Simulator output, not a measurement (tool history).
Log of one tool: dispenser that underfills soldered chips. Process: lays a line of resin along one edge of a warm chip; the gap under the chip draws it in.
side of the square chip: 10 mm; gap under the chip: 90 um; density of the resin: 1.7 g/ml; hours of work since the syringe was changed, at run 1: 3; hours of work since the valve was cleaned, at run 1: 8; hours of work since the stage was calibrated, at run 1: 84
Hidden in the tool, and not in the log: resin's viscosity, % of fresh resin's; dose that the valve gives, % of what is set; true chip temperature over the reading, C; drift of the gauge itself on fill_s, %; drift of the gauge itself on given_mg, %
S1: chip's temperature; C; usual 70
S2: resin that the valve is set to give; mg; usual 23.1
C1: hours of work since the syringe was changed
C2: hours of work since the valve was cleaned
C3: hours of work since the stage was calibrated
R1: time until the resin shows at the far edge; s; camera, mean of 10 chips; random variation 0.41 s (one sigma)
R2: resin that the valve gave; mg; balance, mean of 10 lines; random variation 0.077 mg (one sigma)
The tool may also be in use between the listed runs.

run   hour  S1    S2  C1  C2   C3    R1     R2
  1    0.0  70  23.1   3   8   84  31.6  23.05
       5.5  -- new syringe of resin
  2    8.6  70  23.1   2  13   89  30.0  22.91
      15.8  -- new syringe of resin
  3   18.3  70  23.1   2  19   95  29.7  22.67
      26.2  -- new syringe of resin
  4   27.0  70  23.1   1  25  100  28.0  22.73
      36.7  -- new syringe of resin
  5   36.7  70  23.1   0  31  107  28.4  22.66
  6   41.5  70  25.6   3  34  110  32.3  25.14
      47.4  -- new syringe of resin
  7   47.6  70  25.6   0  38  113  27.5  25.14
  8   52.5  70  25.6   3  41  117  31.3  25.05
      57.5  -- new syringe of resin
  9   58.7  70  23.1   1  45  120  28.6  22.46
 10   64.2  70  23.1   4  48  124  32.5  22.39
      68.4  -- new syringe of resin
 11   72.3  70  23.1   3  54  129  31.1  22.43
 12   77.4  70  23.0   6  57  132  35.7  22.28
      78.7  -- new syringe of resin
 13   85.6  70  23.0   4  62  137  33.9  22.09
      89.0  -- new syringe of resin
 14   92.4  70  23.0   2  66  142  30.2  22.17
      99.1  -- new syringe of resin
 15  102.4  70  23.1   2  72  148  30.0  22.12
 16  108.7  70  23.1   6  76  152  36.0  22.11
     109.5  -- new syringe of resin
 17  116.0  81  24.1   4  81  157  21.8  22.93
     119.7  -- new syringe of resin
 18  123.7  70  20.5   3  86  161  32.5  19.49
     125.2  -- dispensing valve cleaned and set on the balance
     131.5  -- new syringe of resin
 19  133.2  80  20.8   1   5  167  20.2  20.58
     141.9  -- new syringe of resin
 20  143.1  59  27.1   1  11  173  44.6  26.95
     152.4  -- new syringe of resin
 21  153.2  59  27.1   1  18  179  44.4  26.87
 22  158.9  59  27.1   4  21  183  50.8  26.72
     162.6  -- new syringe of resin
 23  167.6  59  27.1   3  27  188  50.5  26.57
     172.9  -- new syringe of resin
 24  177.7  59  27.1   3  33  195  50.3  26.51
     183.2  -- new syringe of resin
 25  186.8  59  21.2   2  39  200  49.6  20.74
     193.5  -- new syringe of resin
 26  197.5  63  23.1   3  45  207  40.6  22.49
     204.3  -- new syringe of resin
 27  206.5  84  21.8   1  51  213  18.1  21.18
 28  212.4  80  25.6   5  55  217  23.2  24.78
     214.8  -- new syringe of resin
 29  217.5  65  20.7   2  58  220  39.5  19.99
     225.4  -- new syringe of resin
 30  227.2  65  20.7   1  64  226  37.8  19.93
 31  232.1  74  23.1   4  67  229  28.4  22.17
     236.1  -- new syringe of resin
 32  237.7  74  23.1   1  71  232  26.1  21.96

Forecast each of these 5 alternatives for the next run:
  A  245.5  77  23.1   6  76  237   ?   ?
  B  245.5  58  29.3   6  76  237   ?   ?
  C  245.5  60  19.7   6  76  237   ?   ?
  D  245.5  71  26.3   6  76  237   ?   ?
  E  245.5  72  23.7   6  76  237   ?   ?

run    R1     R2
  A  28.5  22.03
  B  59.9  27.89
  C  58.5  18.85
  D  35.5  25.06
  E  33.8  22.65
Without the tool's hidden state the same runs would have given:
run    R1     R2
  A  21.4  23.10
  B  44.9  29.24
  C  43.3  19.77
  D  26.6  26.27
  E  25.2  23.75
